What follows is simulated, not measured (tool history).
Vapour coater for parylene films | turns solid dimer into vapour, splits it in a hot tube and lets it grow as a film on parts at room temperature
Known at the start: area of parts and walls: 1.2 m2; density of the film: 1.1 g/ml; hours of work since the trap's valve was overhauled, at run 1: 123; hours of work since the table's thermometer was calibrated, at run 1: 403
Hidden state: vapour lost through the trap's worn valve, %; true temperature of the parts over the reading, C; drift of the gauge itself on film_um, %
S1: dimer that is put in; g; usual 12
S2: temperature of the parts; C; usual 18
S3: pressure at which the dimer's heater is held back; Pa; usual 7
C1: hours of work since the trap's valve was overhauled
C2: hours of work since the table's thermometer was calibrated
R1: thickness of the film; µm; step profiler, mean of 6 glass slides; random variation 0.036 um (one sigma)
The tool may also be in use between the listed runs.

run	hour	S1	S2	S3	C1	C2	R1
1	0	12	18	7	123	403	5.41
2	26.5	12	18	7	135	415	5.35
3	44.6	12	18	7	143	423	5.34
4	75.6	12	11	7	157	437	7.38
5	105.2	12	11	7	170	450	7.33
6	122.3	12	11	7	178	458	7.35
7	151.8	12	11	7	191	471	7.4
8	167.1	12	27	7	198	478	3.58
9	199.8	12	27	7	213	493	3.6
10	236.3	12	27	7	229	509	3.54
11	271.3	12	18	6.22	245	525	5.46
12	295.1	12	18	6.22	255	536	5.46
13	318.2	17	18	6.22	266	546	7.75
14	352.6	7	12	4	281	562	4.38
15	389.4	8	18	8.23	298	578	3.48
16	420.7	16	18	3.05	312	592	7.95
17	437.1	16	18	3.05	319	600	8.03
18	461	6	15	3.68	330	610	3.4
19	497.5	7	16	3.9	347	627	3.73
20	529.2	17	14	3.9	361	641	9.89
21	555.3	17	22	3.9	373	653	6.94
22	579.1	20	14	7	383	664	10.56
23	607.5	19	30	5	396	676	5.22
24	623.4	7	17	5	403	684	3.4
25	656.7	7	17	5	418	699	3.44

Forecast each of these 4 alternatives for the next run:
A	680.5	7	17	4.83	429	709	?
B	680.5	12	15	7	429	709	?
C	680.5	13	18	7	429	709	?
D	680.5	8	22	10.13	429	709	?

run	R1
A	3.42
B	6.09
C	5.72
D	2.84
Without the tool's hidden state the same runs would have given:
run	R1
A	3.43
B	6.11
C	5.74
D	2.85
